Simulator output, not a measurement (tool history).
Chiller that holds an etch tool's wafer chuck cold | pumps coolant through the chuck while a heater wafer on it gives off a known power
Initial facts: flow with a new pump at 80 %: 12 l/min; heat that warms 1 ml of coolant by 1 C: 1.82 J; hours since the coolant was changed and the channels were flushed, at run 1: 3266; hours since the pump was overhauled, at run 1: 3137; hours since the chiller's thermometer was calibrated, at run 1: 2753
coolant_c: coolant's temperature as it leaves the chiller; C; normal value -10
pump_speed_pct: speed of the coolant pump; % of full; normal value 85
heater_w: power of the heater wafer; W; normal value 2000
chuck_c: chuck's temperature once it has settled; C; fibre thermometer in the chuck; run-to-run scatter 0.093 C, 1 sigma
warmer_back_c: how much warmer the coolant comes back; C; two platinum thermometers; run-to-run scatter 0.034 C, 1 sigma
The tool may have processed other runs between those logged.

run	day	coolant_c	pump_speed_pct	heater_w	hours since the coolant was changed and the channels were flushed	hours since the pump was overhauled	hours since the chiller's thermometer was calibrated	chuck_c	warmer_back_c
1	0.000	-10	85	2000	3266	3137	2753	4.08	5.62
2	3.717	-10	85	2000	3355	3227	2842	3.93	5.59
3	5.950	-10	85	1707	3409	3280	2895	2.02	4.84
4	9.850	-10	85	1707	3502	3374	2989	1.85	4.81
5	13.579	-10	85	1707	3592	3463	3079	1.86	4.84
6	16.671	-10	85	1707	3666	3538	3153	2.06	4.86
7	19.754	-10	85	1707	3740	3612	3227	2.13	4.83
8	22.575	-10	85	2000	3808	3679	3294	4.32	5.66
9	24.517	-10	85	2000	3854	3726	3341	4.23	5.72
10	26.479	-10	78	2000	3901	3773	3388	5.06	6.23
11	29.108	-10	78	2000	3964	3836	3451	5.00	6.16
12	31.746	-10	85	2000	4028	3899	3514	4.39	5.70
# day 32.267: coolant pump overhauled
13	35.254	-10	85	2000	4107	72	3594	4.63	6.02
14	37.575	-10	85	2000	4163	127	3649	5.08	6.00
# day 39.258: coolant pump overhauled, once more
15	39.971	-7	98	2000	4215	17	3702	5.28	4.54
16	43.308	-14	81	2000	4295	97	3782	-0.07	5.46
17	45.929	-7	85	1715	4358	160	3845	4.42	4.39
18	49.054	-10	89	1503	4433	235	3920	-0.36	3.75
19	52.783	-10	89	1503	4522	325	4009	-0.37	3.80
20	54.712	-2	68	1809	4569	371	4056	12.07	5.82
21	57.029	-9	82	1709	4624	427	4111	2.80	4.69
22	58.954	-11	82	1377	4671	473	4157	-1.54	3.76
23	62.246	-10	85	1910	4750	552	4236	2.82	4.97
24	65.975	-10	85	1910	4839	641	4326	3.00	4.98
# day 67.825: coolant changed, channels flushed
25	69.079	-10	85	1910	30	710	4394	1.58	4.99
26	72.721	-10	70	2111	118	797	4482	4.91	6.72
27	76.317	-10	64	2111	204	883	4568	5.64	7.38
28	80.208	-10	76	2000	297	977	4662	3.21	5.94

4 ways to go on from here, each from the tool as it stands after run 28. What would each give?
A	83.554	-15	78	1939	377	1057	4742	?	?
B	83.554	-10	97	2000	377	1057	4742	?	?
C	83.554	-10	85	2686	377	1057	4742	?	?
D	83.554	-10	65	2177	377	1057	4742	?	?

run	chuck_c	warmer_back_c
A	-2.23	5.63
B	1.21	4.74
C	6.85	7.18
D	6.26	7.49
The same runs, with their run-to-run variation unchanged, on a tool lacking any hidden condition would have given:
run	chuck_c	warmer_back_c
A	-1.68	5.49
B	1.79	4.62
C	7.27	7.00
D	6.71	7.30
